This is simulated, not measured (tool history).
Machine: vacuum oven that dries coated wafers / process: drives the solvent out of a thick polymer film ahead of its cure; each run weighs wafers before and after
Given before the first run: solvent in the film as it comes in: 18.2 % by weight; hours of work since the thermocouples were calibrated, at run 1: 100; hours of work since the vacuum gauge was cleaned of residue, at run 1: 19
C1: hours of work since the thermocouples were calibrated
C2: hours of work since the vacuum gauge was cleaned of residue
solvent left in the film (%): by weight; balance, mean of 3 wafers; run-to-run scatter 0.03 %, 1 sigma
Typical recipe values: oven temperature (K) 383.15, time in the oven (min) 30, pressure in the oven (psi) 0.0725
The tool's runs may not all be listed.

run 1 hour=0 | oven_temperature_(K)=383.15 time_in_the_oven_(min)=30 pressure_in_the_oven_(psi)=0.0725 | C1=100 C2=19 | solvent_left_in_the_film_(%)=0.8
run 2 hour=17.7 | oven_temperature_(K)=383.15 time_in_the_oven_(min)=18 pressure_in_the_oven_(psi)=0.0725 | C1=110 C2=29 | solvent_left_in_the_film_(%)=2.37
run 3 hour=31.6 | oven_temperature_(K)=395.15 time_in_the_oven_(min)=30 pressure_in_the_oven_(psi)=0.0725 | C1=117 C2=37 | solvent_left_in_the_film_(%)=0.17
run 4 hour=40.5 | oven_temperature_(K)=383.15 time_in_the_oven_(min)=30 pressure_in_the_oven_(psi)=0.0725 | C1=122 C2=42 | solvent_left_in_the_film_(%)=0.82
run 5 hour=54.8 | oven_temperature_(K)=383.15 time_in_the_oven_(min)=30 pressure_in_the_oven_(psi)=0.0725 | C1=130 C2=50 | solvent_left_in_the_film_(%)=0.81
run 6 hour=63 | oven_temperature_(K)=383.15 time_in_the_oven_(min)=30 pressure_in_the_oven_(psi)=0.0725 | C1=135 C2=54 | solvent_left_in_the_film_(%)=0.77
run 7 hour=80.6 | oven_temperature_(K)=383.15 time_in_the_oven_(min)=23 pressure_in_the_oven_(psi)=0.0725 | C1=144 C2=64 | solvent_left_in_the_film_(%)=1.44
run 8 hour=96 | oven_temperature_(K)=383.15 time_in_the_oven_(min)=23 pressure_in_the_oven_(psi)=0.0725 | C1=153 C2=73 | solvent_left_in_the_film_(%)=1.49
run 9 hour=110.2 | oven_temperature_(K)=383.15 time_in_the_oven_(min)=23 pressure_in_the_oven_(psi)=0.0535 | C1=161 C2=80 | solvent_left_in_the_film_(%)=1.45
run 10 hour=121.2 | oven_temperature_(K)=383.15 time_in_the_oven_(min)=41 pressure_in_the_oven_(psi)=0.0725 | C1=167 C2=87 | solvent_left_in_the_film_(%)=0.37
run 11 hour=139.5 | oven_temperature_(K)=383.15 time_in_the_oven_(min)=30 pressure_in_the_oven_(psi)=0.0725 | C1=177 C2=97 | solvent_left_in_the_film_(%)=0.86
run 12 hour=154 | oven_temperature_(K)=374.15 time_in_the_oven_(min)=50 pressure_in_the_oven_(psi)=0.0817 | C1=185 C2=105 | solvent_left_in_the_film_(%)=0.96
run 13 hour=164.7 | oven_temperature_(K)=374.15 time_in_the_oven_(min)=50 pressure_in_the_oven_(psi)=0.0817 | C1=191 C2=111 | solvent_left_in_the_film_(%)=0.9
run 14 hour=175.7 | oven_temperature_(K)=374.15 time_in_the_oven_(min)=50 pressure_in_the_oven_(psi)=0.0817 | C1=197 C2=117 | solvent_left_in_the_film_(%)=0.98
run 15 hour=186.1 | oven_temperature_(K)=374.15 time_in_the_oven_(min)=50 pressure_in_the_oven_(psi)=0.0817 | C1=203 C2=122 | solvent_left_in_the_film_(%)=0.9
run 16 hour=195 | oven_temperature_(K)=388.15 time_in_the_oven_(min)=16 pressure_in_the_oven_(psi)=0.2026 | C1=208 C2=127 | solvent_left_in_the_film_(%)=2.01
run 17 hour=212.8 | oven_temperature_(K)=370.15 time_in_the_oven_(min)=41 pressure_in_the_oven_(psi)=0.2026 | C1=218 C2=137 | solvent_left_in_the_film_(%)=2.73
run 18 hour=227.7 | oven_temperature_(K)=383.15 time_in_the_oven_(min)=30 pressure_in_the_oven_(psi)=0.1851 | C1=226 C2=146 | solvent_left_in_the_film_(%)=1.06
run 19 hour=235.2 | oven_temperature_(K)=383.15 time_in_the_oven_(min)=30 pressure_in_the_oven_(psi)=0.1851 | C1=230 C2=150 | solvent_left_in_the_film_(%)=1.03
run 20 hour=247.5 | oven_temperature_(K)=369.15 time_in_the_oven_(min)=38 pressure_in_the_oven_(psi)=0.1851 | C1=237 C2=157 | solvent_left_in_the_film_(%)=3.26
run 21 hour=257.9 | oven_temperature_(K)=369.15 time_in_the_oven_(min)=19 pressure_in_the_oven_(psi)=0.0793 | C1=243 C2=162 | solvent_left_in_the_film_(%)=6.48
run 22 hour=274.7 | oven_temperature_(K)=386.15 time_in_the_oven_(min)=30 pressure_in_the_oven_(psi)=0.2631 | C1=252 C2=172 | solvent_left_in_the_film_(%)=0.9

Here are 5 independent what-if runs from the current tool condition. What would each one return?
run A hour=287.8 | oven_temperature_(K)=383.15 time_in_the_oven_(min)=30 pressure_in_the_oven_(psi)=0.0725 | C1=259 C2=179 | solvent_left_in_the_film_(%)=?
run B hour=287.8 | oven_temperature_(K)=396.15 time_in_the_oven_(min)=41 pressure_in_the_oven_(psi)=0.0499 | C1=259 C2=179 | solvent_left_in_the_film_(%)=?
run C hour=287.8 | oven_temperature_(K)=383.15 time_in_the_oven_(min)=19 pressure_in_the_oven_(psi)=0.1617 | C1=259 C2=179 | solvent_left_in_the_film_(%)=?
run D hour=287.8 | oven_temperature_(K)=393.15 time_in_the_oven_(min)=30 pressure_in_the_oven_(psi)=0.2631 | C1=259 C2=179 | solvent_left_in_the_film_(%)=?
run E hour=287.8 | oven_temperature_(K)=386.15 time_in_the_oven_(min)=33 pressure_in_the_oven_(psi)=0.2551 | C1=259 C2=179 | solvent_left_in_the_film_(%)=?

run=A solvent_left_in_the_film_(%)=0.8
run=B solvent_left_in_the_film_(%)=0.08
run=C solvent_left_in_the_film_(%)=2.33
run=D solvent_left_in_the_film_(%)=0.51
run=E solvent_left_in_the_film_(%)=0.85
Stripped of hidden state, with their random variation kept, the same runs would have yielded:
run=A solvent_left_in_the_film_(%)=0.83
run=B solvent_left_in_the_film_(%)=0.06
run=C solvent_left_in_the_film_(%)=2.43
run=D solvent_left_in_the_film_(%)=0.51
run=E solvent_left_in_the_film_(%)=0.86

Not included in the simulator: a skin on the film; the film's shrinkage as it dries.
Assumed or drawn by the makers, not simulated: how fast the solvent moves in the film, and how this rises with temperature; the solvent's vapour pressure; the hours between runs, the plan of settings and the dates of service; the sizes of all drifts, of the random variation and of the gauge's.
